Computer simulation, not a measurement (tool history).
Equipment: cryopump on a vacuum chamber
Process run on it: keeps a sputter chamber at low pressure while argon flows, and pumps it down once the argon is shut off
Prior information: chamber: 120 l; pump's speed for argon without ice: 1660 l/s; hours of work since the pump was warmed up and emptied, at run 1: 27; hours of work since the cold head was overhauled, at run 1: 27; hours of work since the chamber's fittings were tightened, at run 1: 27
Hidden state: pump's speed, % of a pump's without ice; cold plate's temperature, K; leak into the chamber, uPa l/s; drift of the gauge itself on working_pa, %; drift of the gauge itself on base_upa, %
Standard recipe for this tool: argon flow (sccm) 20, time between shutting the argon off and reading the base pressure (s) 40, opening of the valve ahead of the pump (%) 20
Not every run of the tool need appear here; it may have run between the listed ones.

run	hour	argon flow (sccm)	time between shutting the argon off and reading the base pressure (s)	opening of the valve ahead of the pump (%)	hours of work since the pump was warmed up and emptied	hours of work since the cold head was overhauled	hours of work since the chamber's fittings were tightened	pressure while argon flows (Pa)	pressure after the wait (uPa)
1	0	20	40	20	27	27	27	0.1019	0.85
2	31.9	20	40	33	42	42	42	0.0637	0.87
3	83.2	20	40	33	67	67	67	0.0632	0.91
4	131.9	20	116	20	91	91	91	0.1025	0.52
5	169.1	20	40	20	109	109	109	0.104	0.94
6	224.9	20	40	20	136	136	136	0.1041	0.98
7	263.7	20	40	20	155	155	155	0.1035	1.03
8	312.5	20	40	20	178	178	178	0.1048	1.03
9	342.2	20	40	20	193	193	193	0.1051	1.04
10	375	20	40	20	209	209	209	0.1049	1.04
11	409.2	20	40	20	225	225	225	0.1054	1.01
12	449.8	20	40	20	245	245	245	0.1061	1.07
13	506.5	20	40	20	273	273	273	0.1062	1.1
14	535.1	20	40	20	287	287	287	0.106	1.13
15	571.9	20	40	20	304	304	304	0.107	1.13
16	616.2	32	40	20	326	326	326	0.172	1.18
17	673	32	40	20	353	353	353	0.1707	1.23
18	698.6	31	40	40	366	366	366	0.0881	1.25
19	723.8	31	40	40	378	378	378	0.0897	1.24
20	751.6	20	58	41	392	392	392	0.0576	1.08

Estimate the outcome of run 21 from the log above:
21	777.4	20	126	25	404	404	404	?	?

pressure while argon flows (Pa): 0.0881
pressure after the wait (uPa): 0.82
With the hidden condition absent and the run-to-run variation left alone, this run would have shown pressure while argon flows (Pa) 0.0813, pressure after the wait (uPa) 0.35.
